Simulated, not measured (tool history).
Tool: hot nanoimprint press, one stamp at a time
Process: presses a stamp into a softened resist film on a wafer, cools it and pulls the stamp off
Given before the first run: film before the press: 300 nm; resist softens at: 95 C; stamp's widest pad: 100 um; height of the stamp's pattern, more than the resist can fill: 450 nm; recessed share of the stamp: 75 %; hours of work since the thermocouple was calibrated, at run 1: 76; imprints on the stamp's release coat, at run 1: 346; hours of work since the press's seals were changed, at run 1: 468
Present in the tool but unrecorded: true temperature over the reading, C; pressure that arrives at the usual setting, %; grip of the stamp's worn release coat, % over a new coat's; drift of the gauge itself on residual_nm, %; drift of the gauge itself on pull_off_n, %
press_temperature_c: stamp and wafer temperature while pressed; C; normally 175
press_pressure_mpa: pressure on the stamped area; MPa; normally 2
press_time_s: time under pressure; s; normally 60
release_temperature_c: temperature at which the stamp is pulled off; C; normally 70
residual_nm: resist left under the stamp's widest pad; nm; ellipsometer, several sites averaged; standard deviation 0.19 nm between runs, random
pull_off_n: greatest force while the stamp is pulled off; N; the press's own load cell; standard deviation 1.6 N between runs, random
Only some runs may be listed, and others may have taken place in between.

run     day  press_temperature_c  press_pressure_mpa  press_time_s  release_temperature_c  hours of work since the thermocouple was calibrated  imprints on the stamp's release coat  hours of work since the press's seals were changed  residual_nm  pull_off_n
  1       0                  175                   2            60                     70                                                   76                                   346                                                 468        147.7         176
  2   0.958                  175                   2            60                     70                                                   86                                   400                                                 478          147         178
  3   1.583                  175                   2            60                     70                                                   92                                   435                                                 484        147.3         179
  4     2.7                  175                   2            60                     70                                                  104                                   497                                                 496        147.3         183
      3.612  -- stamp cleaned and given a new release coat
  5   3.671                  175                   2            60                     70                                                  112                                     3                                                 504        146.8         158
  6   4.154                  175                   2            60                     70                                                  117                                    30                                                 509          147         160
  7   5.117                  175                   2            60                     70                                                  127                                    84                                                 519          147         159
  8   5.946                  175                   2            32                     70                                                  136                                   130                                                 528        178.5         164
  9   6.638                  175                   2            60                     70                                                  143                                   169                                                 535        147.4         167
 10   7.767                  175                   2            60                     70                                                  155                                   233                                                 547        146.9         169
 11   8.292                  174                2.37            60                     66                                                  161                                   262                                                 553        138.6         186
 12   9.338                  179                2.37            50                     66                                                  172                                   320                                                 564        129.8         188
 13  10.221                  179                2.37            50                     66                                                  181                                   370                                                 573        129.8         188
 14  11.254                  179                2.37            50                     66                                                  192                                   428                                                 584        129.9         190
 15   12.05                  176                   2            60                     71                                                  200                                   473                                                 592        143.4         176
 16  12.896                  176                   2            60                     71                                                  209                                   520                                                 601        143.3         179
     13.375  -- stamp cleaned and given a new release coat
 17  14.188                  176                   2           117                     71                                                  220                                    45                                                 612        113.8         158
 18  14.667                  176                   2           117                     71                                                  225                                    72                                                 617        113.7         156
 19    15.8                  180                   2            77                     59                                                  237                                   136                                                 629        118.7         199

Hidden state or all else? Some run-to-run changes of residual_nm, split into what the settings, what came in and random variation would give without the hidden state, and what is left for the hidden state (with any gauge scatter that isn't in both results):
Run 7 -> 8: press_time_s 60 -> 32. residual_nm +31.5 nm: hidden state +0, all else +31.5.
Run 14 -> 15: press_temperature_c 179 -> 176, press_pressure_mpa 2.37 -> 2, press_time_s 50 -> 60, release_temperature_c 66 -> 71. residual_nm +13.5 nm: hidden state -0.6, all else +14.1.
